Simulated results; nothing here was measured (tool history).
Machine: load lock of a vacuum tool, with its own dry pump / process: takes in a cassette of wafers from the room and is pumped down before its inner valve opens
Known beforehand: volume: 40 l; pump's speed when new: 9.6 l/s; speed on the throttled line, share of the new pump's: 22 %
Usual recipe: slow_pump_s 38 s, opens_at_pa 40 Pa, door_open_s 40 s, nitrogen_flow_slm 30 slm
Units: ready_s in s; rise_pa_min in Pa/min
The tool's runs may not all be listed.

run	hour	slow_pump_s	opens_at_pa	door_open_s	nitrogen_flow_slm	incoming humidity of the room's air, %	ready_s	rise_pa_min
1	0.0	38	40	40	30	46.3	66.9	0.228
2	334.8	38	40	40	30	43.7	66.8	0.228
# hour 501.4: door's seal changed, seat wiped
3	974.7	38	40	133	30	45.7	67.2	0.072
4	1604.1	50	40	40	30	46.7	76.7	0.047
5	2177.2	50	40	40	30	42.2	76.5	0.049
# hour 2602.1: dry pump taken out, an overhauled one fitted
6	2609.6	50	40	40	12	45.1	71.2	0.074
7	3173.3	50	40	40	12	46.4	71.7	0.087
8	3483.9	38	40	40	30	49.5	62.7	0.086

What will run 9 give?
9	3800.3	38	40	40	30	45.2	?	?

{"run 9": {"ready_s": 63.0, "rise_pa_min": 0.085}}
Take away the tool's hidden state, keep the run-to-run variation as it was, and the same run would have given ready_s 62.2 s, rise_pa_min 0.036 Pa/min.
